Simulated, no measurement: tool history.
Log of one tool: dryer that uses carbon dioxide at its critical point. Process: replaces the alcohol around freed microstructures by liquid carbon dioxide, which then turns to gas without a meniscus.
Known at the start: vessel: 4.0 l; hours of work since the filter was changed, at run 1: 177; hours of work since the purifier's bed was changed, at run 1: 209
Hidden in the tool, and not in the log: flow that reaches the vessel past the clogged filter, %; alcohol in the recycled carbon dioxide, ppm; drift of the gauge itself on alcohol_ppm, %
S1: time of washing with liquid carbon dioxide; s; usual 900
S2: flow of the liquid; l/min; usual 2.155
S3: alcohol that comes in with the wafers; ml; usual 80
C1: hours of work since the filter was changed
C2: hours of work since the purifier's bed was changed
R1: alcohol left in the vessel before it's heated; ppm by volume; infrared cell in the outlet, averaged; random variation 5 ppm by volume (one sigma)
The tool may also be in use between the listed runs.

run	hour	S1	S2	S3	C1	C2	R1
1	0.0	900	2.155	80	177	209	121
2	12.9	900	2.155	80	184	216	118
3	30.1	540	2.155	80	193	225	614
4	40.6	540	2.155	92	199	231	717
5	55.4	540	2.155	83	207	239	668
6	64.7	540	2.155	83	212	244	691
7	77.9	540	2.155	83	219	251	701
8	98.7	1140	2.155	80	231	263	94
9	116.2	1140	2.155	80	240	272	96
10	130.9	1140	2.155	80	248	280	108
# hour 134.6: inlet filter changed
11	144.1	1140	2.155	80	5	287	87
12	161.6	900	1.860	80	15	297	147
13	177.0	900	1.860	80	23	305	155
14	190.1	660	2.155	80	30	312	232
15	206.2	900	2.155	80	39	321	125
16	224.4	840	2.380	76	49	331	116
17	234.0	840	2.380	76	54	336	122
18	252.0	840	2.380	76	64	346	126
19	267.4	900	1.390	61	72	354	337
20	283.9	900	1.390	93	81	363	452
21	302.4	660	2.220	25	91	373	164
22	320.5	720	2.560	101	101	383	181
23	341.0	960	2.040	54	112	394	146
24	361.4	960	2.040	54	124	405	144
25	377.1	900	2.290	89	132	414	165
26	394.3	900	3.370	45	142	423	139
27	408.3	1140	3.110	24	149	431	144
28	423.0	780	1.710	59	157	439	358
29	442.9	780	1.710	59	168	450	356

Measured less the same run without the tool's hidden state. The same run-to-run variation is in both; the gauge's scatter may not be:
run	R1
1	+93
2	+96
3	+309
4	+366
5	+347
6	+369
7	+379
8	+89
9	+94
10	+98
11	+87
12	+97
13	+102
14	+113
15	+104
16	+107
17	+109
18	+112
19	+156
20	+194
21	+127
22	+141
23	+130
24	+137
25	+145
26	+132
27	+134
28	+227
29	+234
